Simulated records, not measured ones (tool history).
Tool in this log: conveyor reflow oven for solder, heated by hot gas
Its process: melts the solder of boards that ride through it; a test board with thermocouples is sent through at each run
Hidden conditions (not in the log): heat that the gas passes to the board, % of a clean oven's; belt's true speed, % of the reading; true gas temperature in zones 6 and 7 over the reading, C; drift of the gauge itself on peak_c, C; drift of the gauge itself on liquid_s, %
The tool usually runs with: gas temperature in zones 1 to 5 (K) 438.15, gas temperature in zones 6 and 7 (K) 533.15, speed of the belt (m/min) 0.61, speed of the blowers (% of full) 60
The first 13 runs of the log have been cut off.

run	hour	gas temperature in zones 1 to 5 (K)	gas temperature in zones 6 and 7 (K)	speed of the belt (m/min)	speed of the blowers (% of full)	hours of work since the flux was cleaned out	hours of work since the belt drive was overhauled	hours of work since the thermocouples were changed	highest temperature of the board (K)	time above the solder's melting point (s)
14	226.5	438.15	533.15	0.61	57	202	644	519	509.15	32.9
15	250.4	438.15	533.15	0.61	57	221	663	538	509.25	32.7
16	271.3	438.15	525.15	0.61	60	237	679	554	504.45	27
17	281.2	438.15	525.15	0.61	60	245	687	562	504.15	26.7
18	298.6	438.15	526.15	0.61	63	258	701	575	505.85	29.3
19	309.1	425.15	526.15	0.612	65	267	709	584	503.65	23.3
20	319.3	447.15	532.15	0.649	60	275	717	592	510.05	33.1
21	335	447.15	538.15	0.5	63	287	729	604	524.55	62.2
22	347.2	442.15	534.15	0.61	78	296	739	613	517.35	44.1
23	359.5	442.15	534.15	0.61	78	306	748	623	517.55	44.4
24	374.3	442.15	534.15	0.656	78	318	760	635	515.25	38.6
25	385.7	438.15	541.15	0.683	55	327	769	644	509.65	28.6
26	403.1	447.15	522.15	0.628	81	340	782	657	508.05	35.5
# hour 409.2: flux residue cleaned out of gas plates and filters
27	418.7	447.15	522.15	0.628	81	7	791	665	508.05	36.2
28	435.6	438.15	533.15	0.568	52	21	804	679	509.75	37.3
29	449	434.15	533.15	0.61	60	31	814	689	509.95	32.7
30	463.2	438.15	521.15	0.61	84	42	825	700	506.95	33.3
31	481.4	438.15	538.15	0.61	54	56	840	715	512.05	35.2
32	503.6	438.15	548.15	0.561	54	74	857	732	524.15	51.2

What if the next run were any one of these 3? Each begins from the tool's condition after run 32:
A	525.3	438.15	523.15	0.714	58	91	874	749	?	?
B	525.3	438.15	533.15	0.553	70	91	874	749	?	?
C	525.3	438.15	533.15	0.703	60	91	874	749	?	?

run	highest temperature of the board (K)	time above the solder's melting point (s)
A	495.35	9.6
B	516.95	46.8
C	504.45	22.9
What these runs would have given with no unlogged condition in the tool:
run	highest temperature of the board (K)	time above the solder's melting point (s)
A	495.25	9.6
B	516.85	46.7
C	504.45	22.9

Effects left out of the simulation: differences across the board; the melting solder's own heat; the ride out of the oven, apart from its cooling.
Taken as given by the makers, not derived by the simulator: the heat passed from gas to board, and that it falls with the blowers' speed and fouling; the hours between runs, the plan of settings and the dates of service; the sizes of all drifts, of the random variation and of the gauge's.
